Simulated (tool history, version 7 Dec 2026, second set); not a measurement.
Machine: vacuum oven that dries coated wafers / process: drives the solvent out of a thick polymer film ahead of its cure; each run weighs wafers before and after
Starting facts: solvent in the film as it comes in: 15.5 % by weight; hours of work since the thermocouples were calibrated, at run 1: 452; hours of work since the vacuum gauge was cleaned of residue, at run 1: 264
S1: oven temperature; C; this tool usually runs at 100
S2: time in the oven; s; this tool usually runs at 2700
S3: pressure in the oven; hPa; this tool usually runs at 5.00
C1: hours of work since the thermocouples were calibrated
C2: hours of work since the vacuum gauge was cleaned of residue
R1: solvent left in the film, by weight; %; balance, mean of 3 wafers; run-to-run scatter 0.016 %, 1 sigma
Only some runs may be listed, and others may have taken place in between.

run	day	S1	S2	S3	C1	C2	R1
1	0.000	100	2700	5.00	452	264	0.76
2	0.671	100	2700	5.00	464	275	0.75
3	1.196	100	2700	5.00	473	284	0.76
4	1.979	100	2700	5.00	487	298	0.75
5	2.579	100	3660	5.00	497	308	0.44
6	3.367	100	3660	5.00	511	322	0.45
7	3.912	100	3660	5.00	520	332	0.43
8	4.254	100	3660	5.00	526	337	0.43
9	4.688	100	3660	5.00	534	345	0.45
10	5.033	100	3660	5.00	540	351	0.43
11	5.429	98	1980	15.55	546	358	2.21
12	5.900	98	1980	15.55	555	366	2.24
13	6.633	98	1980	15.55	567	379	2.21
14	7.346	105	3900	3.06	580	391	0.18
15	7.829	102	4020	11.59	588	400	0.67
16	8.225	102	4020	11.59	595	406	0.67
17	8.825	102	4020	11.59	605	417	0.67

Forecast run 18:
18	9.462	103	1440	6.60	616	428	?

Logged for run 18: R1 2.04 %.
Take away the tool's hidden state, keep the run-to-run variation as it was, and the same run would have given R1 2.08 %.
